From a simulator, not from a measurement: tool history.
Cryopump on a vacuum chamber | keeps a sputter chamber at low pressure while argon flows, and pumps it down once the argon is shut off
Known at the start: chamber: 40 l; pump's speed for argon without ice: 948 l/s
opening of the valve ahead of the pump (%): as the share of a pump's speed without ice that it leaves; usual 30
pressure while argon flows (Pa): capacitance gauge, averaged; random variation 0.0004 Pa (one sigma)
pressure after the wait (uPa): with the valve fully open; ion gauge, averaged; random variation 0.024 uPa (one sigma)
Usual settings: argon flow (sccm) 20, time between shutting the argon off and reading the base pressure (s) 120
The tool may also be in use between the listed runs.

| run | day | argon flow (sccm) | time between shutting the argon off and reading the base pressure (s) | opening of the valve ahead of the pump (%) | pressure while argon flows (Pa) | pressure after the wait (uPa) |
|---|---|---|---|---|---|---|
| 1 | 0.000 | 20 | 120 | 30 | 0.1195 | 2.23 |
| 2 | 0.942 | 20 | 120 | 30 | 0.1199 | 2.27 |
| 3 | 2.117 | 20 | 120 | 30 | 0.1195 | 2.34 |
| 4 | 2.850 | 20 | 120 | 30 | 0.1197 | 2.48 |
| 5 | 3.679 | 20 | 120 | 30 | 0.1204 | 2.46 |
| 6 | 4.921 | 20 | 120 | 30 | 0.1208 | 2.54 |
| 7 | 6.438 | 20 | 120 | 21 | 0.1714 | 2.76 |
| 8 | 7.783 | 20 | 120 | 21 | 0.1718 | 2.77 |
| 9 | 9.188 | 20 | 120 | 21 | 0.1727 | 3.09 |
| 10 | 10.050 | 20 | 120 | 21 | 0.1721 | 2.99 |
| 11 | 11.296 | 20 | 120 | 21 | 0.1718 | 3.09 |
| 12 | 12.542 | 9 | 120 | 30 | 0.0544 | 3.14 |
| 13 | 13.596 | 20 | 65 | 53 | 0.0702 | 3.80 |
| 14 | 14.712 | 20 | 65 | 53 | 0.0698 | 3.73 |
| 15 | 15.996 | 19 | 157 | 30 | 0.1153 | 3.29 |
| 16 | 16.750 | 21 | 72 | 16 | 0.2372 | 4.00 |
| 17 | 17.975 | 20 | 120 | 38 | 0.0966 | 3.60 |
| 18 | 18.808 | 34 | 96 | 22 | 0.2809 | 3.86 |
| 19 | 19.871 | 9 | 241 | 28 | 0.0587 | 3.60 |
| 20 | 20.512 | 12 | 56 | 30 | 0.0730 | 4.40 |
| 21 | 21.883 | 12 | 56 | 30 | 0.0736 | 4.51 |
| 22 | 23.388 | 20 | 21 | 44 | 0.0846 | 6.61 |
| 23 | 24.729 | 20 | 61 | 34 | 0.1100 | 4.77 |
| 24 | 26.204 | 20 | 61 | 34 | 0.1094 | 4.86 |

5 ways to go on from here, each from the tool as it stands after run 24. What would each give?
| A | 26.921 | 15 | 89 | 46 | ? | ? |
| B | 26.921 | 36 | 22 | 24 | ? | ? |
| C | 26.921 | 32 | 288 | 43 | ? | ? |
| D | 26.921 | 11 | 295 | 30 | ? | ? |
| E | 26.921 | 22 | 136 | 34 | ? | ? |

| run | pressure while argon flows (Pa) | pressure after the wait (uPa) |
|---|---|---|
| A | 0.0615 | 4.63 |
| B | 0.2758 | 6.67 |
| C | 0.1400 | 4.07 |
| D | 0.0679 | 4.16 |
| E | 0.1199 | 4.33 |
Without the tool's hidden state the same runs would have given:
| run | pressure while argon flows (Pa) | pressure after the wait (uPa) |
|---|---|---|
| A | 0.0583 | 1.03 |
| B | 0.2682 | 3.14 |
| C | 0.1332 | 0.53 |
| D | 0.0655 | 0.56 |
| E | 0.1152 | 0.77 |
